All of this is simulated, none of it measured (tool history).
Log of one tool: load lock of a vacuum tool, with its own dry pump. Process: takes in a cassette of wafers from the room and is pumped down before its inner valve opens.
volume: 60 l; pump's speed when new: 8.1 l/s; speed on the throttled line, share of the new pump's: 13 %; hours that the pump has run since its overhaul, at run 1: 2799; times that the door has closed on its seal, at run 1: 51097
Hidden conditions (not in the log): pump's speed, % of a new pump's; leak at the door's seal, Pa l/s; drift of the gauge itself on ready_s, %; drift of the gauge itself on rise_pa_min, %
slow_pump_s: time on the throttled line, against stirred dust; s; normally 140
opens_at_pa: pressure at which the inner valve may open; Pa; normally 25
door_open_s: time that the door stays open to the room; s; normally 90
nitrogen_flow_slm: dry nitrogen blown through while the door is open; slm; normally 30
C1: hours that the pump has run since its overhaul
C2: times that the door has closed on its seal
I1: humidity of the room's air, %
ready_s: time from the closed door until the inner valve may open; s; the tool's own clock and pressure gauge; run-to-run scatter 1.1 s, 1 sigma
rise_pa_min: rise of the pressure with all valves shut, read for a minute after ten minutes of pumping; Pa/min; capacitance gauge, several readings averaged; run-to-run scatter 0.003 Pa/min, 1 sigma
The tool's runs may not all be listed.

Run 1, hour 0.0: usual settings; C1 2799; C2 51097; I1 45.2. Result: ready_s 185.4 s, rise_pa_min 0.425 Pa/min.
Run 2, hour 518.7: usual settings; C1 3318; C2 53597; I1 44.6. Result: ready_s 186.3 s, rise_pa_min 0.448 Pa/min.
Run 3, hour 832.8: usual settings; C1 3632; C2 55110; I1 41.0. Result: ready_s 186.7 s, rise_pa_min 0.461 Pa/min.
Run 4, hour 1378.1: usual settings but slow_pump_s 106 s; C1 4178; C2 57739; I1 43.8. Result: ready_s 156.8 s, rise_pa_min 0.503 Pa/min.
Run 5, hour 1891.6: usual settings but slow_pump_s 106 s; C1 4691; C2 60213; I1 43.8. Result: ready_s 157.6 s, rise_pa_min 0.533 Pa/min.
Run 6, hour 2364.5: usual settings but slow_pump_s 106 s; C1 5164; C2 62492; I1 46.1. Result: ready_s 156.9 s, rise_pa_min 0.582 Pa/min.
Run 7, hour 3079.4: usual settings but opens_at_pa 23 Pa; C1 5879; C2 65938; I1 43.8. Result: ready_s 188.5 s, rise_pa_min 0.612 Pa/min.
Run 8, hour 3601.0: usual settings but opens_at_pa 23 Pa; C1 6400; C2 68452; I1 48.1. Result: ready_s 187.6 s, rise_pa_min 0.671 Pa/min.
Run 9, hour 4124.0: usual settings but opens_at_pa 23 Pa; C1 6923; C2 70972; I1 44.6. Result: ready_s 189.8 s, rise_pa_min 0.692 Pa/min.
At hour 4504.2: door's seal changed, seat wiped.
Run 10, hour 4533.6: usual settings; C1 7332; C2 141; I1 45.4. Result: ready_s 187.4 s, rise_pa_min 0.027 Pa/min.
Run 11, hour 4825.0: usual settings; C1 7623; C2 1546; I1 46.5. Result: ready_s 187.4 s, rise_pa_min 0.027 Pa/min.
Run 12, hour 5384.1: usual settings but nitrogen_flow_slm 12 slm; C1 8182; C2 4240; I1 43.3. Result: ready_s 191.2 s, rise_pa_min 0.046 Pa/min.
Run 13, hour 5701.8: usual settings but nitrogen_flow_slm 12 slm; C1 8500; C2 5771; I1 47.8. Result: ready_s 189.9 s, rise_pa_min 0.056 Pa/min.
Run 14, hour 6125.0: usual settings but nitrogen_flow_slm 12 slm; C1 8923; C2 7811; I1 45.0. Result: ready_s 189.6 s, rise_pa_min 0.064 Pa/min.
Run 15, hour 6616.6: usual settings but nitrogen_flow_slm 12 slm; C1 9415; C2 10180; I1 43.5. Result: ready_s 190.3 s, rise_pa_min 0.070 Pa/min.
Run 16, hour 7315.9: usual settings; C1 10114; C2 13550; I1 47.3. Result: ready_s 189.3 s, rise_pa_min 0.079 Pa/min.
Run 17, hour 7604.7: usual settings but nitrogen_flow_slm 5 slm; C1 10403; C2 14942; I1 46.2. Result: ready_s 192.2 s, rise_pa_min 0.113 Pa/min.
Run 18, hour 7900.2: usual settings but nitrogen_flow_slm 5 slm; C1 10698; C2 16366; I1 47.3. Result: ready_s 191.5 s, rise_pa_min 0.111 Pa/min.
Run 19, hour 8196.5: usual settings but opens_at_pa 40 Pa, door_open_s 55 s, nitrogen_flow_slm 5 slm; C1 10994; C2 17794; I1 44.6. Result: ready_s 187.5 s, rise_pa_min 0.117 Pa/min.
Run 20, hour 8490.7: usual settings but door_open_s 27 s, nitrogen_flow_slm 25 slm; C1 11289; C2 19212; I1 45.3. Result: ready_s 192.3 s, rise_pa_min 0.103 Pa/min.
Run 21, hour 8902.8: usual settings but door_open_s 27 s, nitrogen_flow_slm 25 slm; C1 11701; C2 21198; I1 42.8. Result: ready_s 189.5 s, rise_pa_min 0.118 Pa/min.
Run 22, hour 9190.9: usual settings but slow_pump_s 235 s, opens_at_pa 20 Pa, door_open_s 197 s, nitrogen_flow_slm 5 slm; C1 11989; C2 22587; I1 45.0. Result: ready_s 274.8 s, rise_pa_min 0.176 Pa/min.
Run 23, hour 9548.6: usual settings but opens_at_pa 19 Pa, door_open_s 41 s, nitrogen_flow_slm 31 slm; C1 12347; C2 24311; I1 44.8. Result: ready_s 194.6 s, rise_pa_min 0.130 Pa/min.
Run 24, hour 9942.8: usual settings but opens_at_pa 19 Pa, door_open_s 41 s, nitrogen_flow_slm 34 slm; C1 12741; C2 26211; I1 48.3. Result: ready_s 192.9 s, rise_pa_min 0.145 Pa/min.
Run 25, hour 10468.8: usual settings but door_open_s 94 s, nitrogen_flow_slm 29 slm; C1 13267; C2 28746; I1 46.8. Result: ready_s 192.6 s, rise_pa_min 0.175 Pa/min.
Run 26, hour 11158.2: usual settings but door_open_s 94 s, nitrogen_flow_slm 29 slm; C1 13956; C2 32068; I1 43.9. Result: ready_s 191.7 s, rise_pa_min 0.195 Pa/min.
Run 27, hour 11684.4: usual settings but slow_pump_s 227 s; C1 14482; C2 34604; I1 45.8. Result: ready_s 265.5 s, rise_pa_min 0.228 Pa/min.
At hour 12209.7: dry pump taken out, an overhauled one fitted.
Run 28, hour 12244.1: usual settings but slow_pump_s 227 s; C1 34; C2 37273; I1 40.4. Result: ready_s 262.4 s, rise_pa_min 0.250 Pa/min.
Run 29, hour 12935.6: usual settings but slow_pump_s 116 s, opens_at_pa 30 Pa, door_open_s 31 s; C1 726; C2 40605; I1 45.9. Result: ready_s 160.4 s, rise_pa_min 0.266 Pa/min.
Run 30, hour 13233.2: usual settings but door_open_s 35 s, nitrogen_flow_slm 7 slm; C1 1023; C2 42040; I1 44.6. Result: ready_s 182.7 s, rise_pa_min 0.293 Pa/min.
Run 31, hour 13586.5: usual settings but slow_pump_s 224 s, opens_at_pa 37 Pa, door_open_s 37 s, nitrogen_flow_slm 37 slm; C1 1377; C2 43742; I1 44.8. Result: ready_s 254.5 s, rise_pa_min 0.310 Pa/min.
Run 32, hour 14019.7: usual settings but slow_pump_s 85 s, nitrogen_flow_slm 24 slm; C1 1810; C2 45830; I1 44.0. Result: ready_s 135.2 s, rise_pa_min 0.338 Pa/min.
Run 33, hour 14346.9: usual settings but slow_pump_s 85 s, opens_at_pa 42 Pa, nitrogen_flow_slm 24 slm; C1 2137; C2 47407; I1 44.4. Result: ready_s 131.5 s, rise_pa_min 0.350 Pa/min.
Run 34, hour 14805.6: usual settings but slow_pump_s 89 s; C1 2596; C2 49618; I1 46.6. Result: ready_s 139.8 s, rise_pa_min 0.370 Pa/min.
Run 35, hour 15173.1: usual settings but opens_at_pa 19 Pa; C1 2963; C2 51389; I1 48.2. Result: ready_s 187.5 s, rise_pa_min 0.397 Pa/min.

5 ways to go on from here, each from the tool as it stands after run 35. What would each give?
Run A, hour 15511.3: usual settings but slow_pump_s 97 s, opens_at_pa 31 Pa, door_open_s 112 s; C1 3302; C2 53019; I1 44.7. Result: ready_s ?, rise_pa_min ?.
Run B, hour 15511.3: usual settings but opens_at_pa 26 Pa, nitrogen_flow_slm 13 slm; C1 3302; C2 53019; I1 45.3. Result: ready_s ?, rise_pa_min ?.
Run C, hour 15511.3: usual settings but slow_pump_s 82 s, opens_at_pa 38 Pa, door_open_s 183 s; C1 3302; C2 53019; I1 44.3. Result: ready_s ?, rise_pa_min ?.
Run D, hour 15511.3: usual settings but opens_at_pa 19 Pa, door_open_s 52 s; C1 3302; C2 53019; I1 44.3. Result: ready_s ?, rise_pa_min ?.
Run E, hour 15511.3: usual settings but slow_pump_s 158 s, door_open_s 43 s, nitrogen_flow_slm 27 slm; C1 3302; C2 53019; I1 42.0. Result: ready_s ?, rise_pa_min ?.

run  ready_s  rise_pa_min
  A    145.5        0.421
  B    186.1        0.428
  C    132.6        0.431
  D    188.4        0.419
  E    199.0        0.414
With no hidden state in the tool, these same runs would have given:
run  ready_s  rise_pa_min
  A    144.4        0.025
  B    185.0        0.033
  C    131.4        0.031
  D    187.3        0.019
  E    198.0        0.016
